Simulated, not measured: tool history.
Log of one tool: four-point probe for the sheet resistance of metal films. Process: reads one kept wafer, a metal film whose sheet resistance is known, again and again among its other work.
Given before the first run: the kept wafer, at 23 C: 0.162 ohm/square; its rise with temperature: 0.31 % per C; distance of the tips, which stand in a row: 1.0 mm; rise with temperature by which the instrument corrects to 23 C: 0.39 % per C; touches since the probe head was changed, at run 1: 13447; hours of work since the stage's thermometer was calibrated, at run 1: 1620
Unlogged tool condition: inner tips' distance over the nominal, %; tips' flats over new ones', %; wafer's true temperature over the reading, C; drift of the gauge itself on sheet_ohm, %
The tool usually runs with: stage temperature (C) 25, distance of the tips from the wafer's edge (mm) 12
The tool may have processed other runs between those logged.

| run | hour | stage temperature (C) | distance of the tips from the wafer's edge (mm) | touches since the probe head was changed | hours of work since the stage's thermometer was calibrated | sheet resistance as the instrument gives it (ohm/square) |
|---|---|---|---|---|---|---|
| 1 | 0.0 | 25 | 12 | 13447 | 1620 | 0.162445 |
| 2 | 16.9 | 25 | 12 | 13816 | 1629 | 0.162503 |
| 3 | 30.3 | 34 | 12 | 14108 | 1635 | 0.161493 |
| 4 | 41.0 | 29 | 12 | 14342 | 1641 | 0.161981 |
| 5 | 61.4 | 29 | 12 | 14787 | 1651 | 0.162044 |
| 6 | 76.0 | 34 | 12 | 15104 | 1658 | 0.161405 |
| 7 | 87.9 | 34 | 12 | 15365 | 1664 | 0.161482 |
| 8 | 97.9 | 34 | 12 | 15584 | 1669 | 0.161466 |
| 9 | 108.0 | 34 | 12 | 15803 | 1674 | 0.161497 |
| 10 | 129.7 | 18 | 12 | 16276 | 1685 | 0.163287 |
| 11 | 140.4 | 25 | 19 | 16509 | 1690 | 0.162086 |
| 12 | 161.1 | 25 | 10 | 16963 | 1700 | 0.162706 |
| 13 | 176.0 | 25 | 12 | 17287 | 1708 | 0.162434 |
| 14 | 188.7 | 25 | 12 | 17563 | 1714 | 0.162431 |
| 15 | 206.4 | 34 | 48 | 17950 | 1723 | 0.160861 |
| 16 | 220.7 | 25 | 19 | 18262 | 1730 | 0.162069 |
| 17 | 233.5 | 30 | 8 | 18541 | 1736 | 0.162559 |
| 18 | 256.2 | 30 | 8 | 19036 | 1748 | 0.162613 |
| 19 | 269.8 | 19 | 14 | 19334 | 1755 | 0.163030 |
| 20 | 294.4 | 19 | 14 | 19871 | 1767 | 0.162947 |
| 21 | 308.4 | 19 | 14 | 20176 | 1774 | 0.162995 |
| 22 | 323.8 | 25 | 12 | 20511 | 1781 | 0.162428 |
| 23 | 348.0 | 25 | 12 | 21039 | 1793 | 0.162390 |
| 24 | 362.0 | 19 | 17 | 21344 | 1800 | 0.162865 |
| 25 | 377.3 | 19 | 17 | 21679 | 1808 | 0.162813 |

For some of the steps in sheet resistance as the instrument gives it (ohm/square) from one run to the next: how much would appear even if the tool had no hidden state, given the settings, what came in and random variation, and how much remains for the hidden state plus any gauge scatter that the measured result and the result without hidden state don't share?
Run 2 -> 3: stage temperature (C) 25 -> 34. sheet resistance as the instrument gives it (ohm/square) -0.001010: hidden state -0.000010, all else -0.001000.
Run 9 -> 10: stage temperature (C) 34 -> 18. sheet resistance as the instrument gives it (ohm/square) +0.001790: hidden state +0.000007, all else +0.001783.
Run 14 -> 15: stage temperature (C) 25 -> 34, distance of the tips from the wafer's edge (mm) 12 -> 48. sheet resistance as the instrument gives it (ohm/square) -0.001570: hidden state -0.000010, all else -0.001560.
